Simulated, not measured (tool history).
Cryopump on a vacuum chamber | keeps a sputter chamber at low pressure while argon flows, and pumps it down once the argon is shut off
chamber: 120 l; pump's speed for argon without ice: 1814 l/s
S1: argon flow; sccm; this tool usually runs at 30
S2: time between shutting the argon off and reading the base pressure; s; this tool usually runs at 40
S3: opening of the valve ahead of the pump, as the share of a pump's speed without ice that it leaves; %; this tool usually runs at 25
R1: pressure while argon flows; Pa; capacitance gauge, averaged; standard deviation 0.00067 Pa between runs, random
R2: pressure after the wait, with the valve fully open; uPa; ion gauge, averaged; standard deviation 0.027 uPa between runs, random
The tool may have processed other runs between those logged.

Run 1, hour 0.0: usual settings. Result: R1 0.1125 Pa, R2 3.18 uPa.
Run 2, hour 42.8: usual settings but S3 54 %. Result: R1 0.0516 Pa, R2 3.10 uPa.
Run 3, hour 96.2: usual settings but S3 54 %. Result: R1 0.0530 Pa, R2 3.24 uPa.
Run 4, hour 135.4: usual settings but S3 54 %. Result: R1 0.0530 Pa, R2 3.11 uPa.
Run 5, hour 183.1: usual settings but S2 65 s. Result: R1 0.1131 Pa, R2 2.94 uPa.
Run 6, hour 228.5: usual settings but S2 65 s. Result: R1 0.1140 Pa, R2 2.92 uPa.
Run 7, hour 277.8: usual settings but S2 65 s. Result: R1 0.1156 Pa, R2 2.93 uPa.
Run 8, hour 313.7: usual settings but S2 65 s. Result: R1 0.1143 Pa, R2 2.98 uPa.
Run 9, hour 375.1: usual settings but S2 65 s. Result: R1 0.1152 Pa, R2 3.14 uPa.
Run 10, hour 431.2: usual settings but S2 65 s. Result: R1 0.1154 Pa, R2 3.31 uPa.
Run 11, hour 461.3: usual settings but S1 18 sccm, S2 74 s, S3 22 %. Result: R1 0.0783 Pa, R2 3.13 uPa.
Run 12, hour 506.8: usual settings but S1 25 sccm, S2 74 s, S3 22 %. Result: R1 0.1092 Pa, R2 3.12 uPa.
Run 13, hour 556.3: usual settings but S1 14 sccm, S2 74 s, S3 22 %. Result: R1 0.0616 Pa, R2 3.26 uPa.
Run 14, hour 587.8: usual settings but S1 14 sccm, S2 74 s, S3 22 %. Result: R1 0.0625 Pa, R2 3.26 uPa.
Run 15, hour 615.1: usual settings but S2 34 s, S3 19 %. Result: R1 0.1525 Pa, R2 4.11 uPa.
At hour 653.8: leaking fittings of the chamber tightened, without venting.
Run 16, hour 653.8: usual settings but S2 34 s, S3 19 %. Result: R1 0.1528 Pa, R2 1.42 uPa.
Run 17, hour 699.1: usual settings but S1 23 sccm, S2 83 s, S3 19 %. Result: R1 0.1175 Pa, R2 0.73 uPa.
Run 18, hour 727.0: usual settings but S1 38 sccm, S2 46 s, S3 60 %. Result: R1 0.0664 Pa, R2 1.17 uPa.

Some steps in R1 between neighbouring runs. How much of each would the tool show without its hidden state too (settings, what came in, random variation), and how much is left for the hidden state, with any gauge scatter that isn't in both results?
Unlogged tool condition in this case: pump's speed, % of a pump's without ice; cold plate's temperature, K; leak into the chamber, uPa l/s; drift of the gauge itself on working_pa, %; drift of the gauge itself on base_upa, %.
Run 14 -> 15: S1 14 -> 30, S2 74 -> 34, S3 22 -> 19. R1 +0.0900 Pa: hidden state +0.0027, all else +0.0873.
Run 17 -> 18: S1 23 -> 38, S2 83 -> 46, S3 19 -> 60. R1 -0.0511 Pa: hidden state +0.0031, all else -0.0542.
